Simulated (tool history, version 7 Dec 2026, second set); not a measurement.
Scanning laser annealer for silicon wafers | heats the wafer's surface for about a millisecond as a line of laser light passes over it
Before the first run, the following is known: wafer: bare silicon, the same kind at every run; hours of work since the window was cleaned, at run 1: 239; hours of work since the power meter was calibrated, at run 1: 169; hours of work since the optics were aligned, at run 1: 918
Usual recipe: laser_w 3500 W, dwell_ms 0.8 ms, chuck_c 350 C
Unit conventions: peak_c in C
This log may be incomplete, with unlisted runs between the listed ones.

run,day,laser_w,dwell_ms,chuck_c,hours of work since the window was cleaned,hours of work since the power meter was calibrated,hours of work since the optics were aligned,peak_c
1,0,3500,0.8,350,239,169,918,1130
2,0.488,3500,0.8,350,243,174,923,1132
3,1.004,3500,0.8,382,248,179,928,1165
4,1.683,3500,0.8,382,255,185,934,1162
5,2.229,3500,0.727,350,260,191,939,1091
6,2.617,3500,0.727,384,264,194,943,1129
7,3.2,3500,0.727,384,269,200,949,1125
8,3.671,3500,0.8,350,274,204,953,1130
9,4.288,3500,0.8,350,280,210,959,1130
10,4.892,3500,0.8,350,286,216,965,1129
11,5.354,3704,0.8,350,290,221,969,1174
12,5.688,3500,0.8,369,293,224,973,1152
13,6.138,3500,0.82,350,298,228,977,1140
14,6.458,3500,0.8,350,301,231,980,1128
15,6.8,3214,0.8,350,304,235,983,1061
16,7.246,3214,0.8,350,308,239,988,1065
17,7.746,3214,0.8,350,313,244,992,1064
18,8.333,3500,0.8,350,319,249,998,1126
19,8.65,3500,0.8,350,322,252,1001,1126
20,9.188,3500,0.8,378,327,258,1006,1156
21,9.783,3500,0.8,378,333,263,1012,1156

Predict the results of run 22:
22,10.142,3324,0.73,330,336,267,1015,?

Logged for run 22: peak_c 1033 C.
Minus the tool's unlogged condition, the same run would have read peak_c 1051 C.
